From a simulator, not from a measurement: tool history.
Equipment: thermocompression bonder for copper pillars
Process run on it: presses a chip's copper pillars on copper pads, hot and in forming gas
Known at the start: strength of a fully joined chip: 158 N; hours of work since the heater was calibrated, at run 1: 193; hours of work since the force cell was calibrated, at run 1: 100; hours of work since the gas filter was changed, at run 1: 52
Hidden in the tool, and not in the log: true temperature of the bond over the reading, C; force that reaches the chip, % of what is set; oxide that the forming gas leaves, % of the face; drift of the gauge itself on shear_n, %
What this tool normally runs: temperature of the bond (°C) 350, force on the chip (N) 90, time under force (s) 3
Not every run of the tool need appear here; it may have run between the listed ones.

run,hour,temperature of the bond (°C),force on the chip (N),time under force (s),hours of work since the heater was calibrated,hours of work since the force cell was calibrated,hours of work since the gas filter was changed,force that shears a chip off (N)
1,0,350,90,3,193,100,52,106.5
2,15.2,350,90,2,201,108,60,93.5
3,25.9,350,90,2,207,114,66,94.7
4,34.4,350,90,2,212,119,70,92.4
5,43.4,352,90,3,217,124,75,106.2
6,56.3,352,90,3,224,131,82,106.4
7,70.1,352,90,3,231,138,90,105.6
8,79.3,350,90,3,236,143,95,105.2
9,90.9,350,90,3,242,149,101,103.2
10,100.5,367,90,3,248,155,106,114.3
11,110.3,336,90,3,253,160,112,94.7
12,124.3,336,90,3,261,168,119,95.2
13,136,350,73,3,267,174,126,90.6
14,149.3,350,73,3,274,181,133,90.5
15,156.8,354,90,3,278,185,137,107
16,168.2,350,128,3,285,192,143,123.6
17,179.1,350,128,3,290,198,149,123.7
18,189.7,350,128,3,296,203,155,122
19,203.3,350,128,3,304,211,163,122.8
20,217.5,350,128,3,311,218,170,121.2
21,225.3,345,94,2,316,223,174,89.8
22,234.5,349,131,2,321,228,179,112.1
23,242.4,371,54,7,325,232,184,106.2
24,253.6,345,103,6,331,238,190,124
25,266.2,339,99,3,338,245,197,100.1
26,274.2,357,114,3,342,249,201,117.6
27,282.8,357,98,4,347,254,206,117.6
28,291.6,375,98,2,352,259,211,108.5
29,298.5,350,126,3,356,263,214,119.4
30,305.1,350,126,3,359,266,218,119.2
31,314.3,350,126,3,364,271,223,120
32,329.3,350,126,3,372,279,231,118.7
33,342.9,351,84,3,380,287,239,95.9
34,353.7,353,118,5,386,293,244,127.9
35,360.7,334,60,3,389,297,248,65.7
36,367.6,333,104,3,393,300,252,97.6
37,379.8,366,76,2,400,307,259,87.4
38,394.7,367,76,2,408,315,267,88.4
# hour 397.8: forming gas filter changed
39,402,367,76,2,412,319,2,95.3

Consider 4 possible next runs. They are alternatives, not a sequence: every one starts from the tool as it was left by run 39. What does each give?
A,414.8,350,127,8,419,326,9,?
B,414.8,341,61,2,419,326,9,?
C,414.8,329,79,3,419,326,9,?
D,414.8,350,91,5,419,326,9,?

run,force that shears a chip off (N)
A,147.9
B,66.3
C,84.1
D,121.5
Take away the tool's hidden state, keep each run's random variation, and the runs would have read:
run,force that shears a chip off (N)
A,149.8
B,69.1
C,87.4
D,124.6
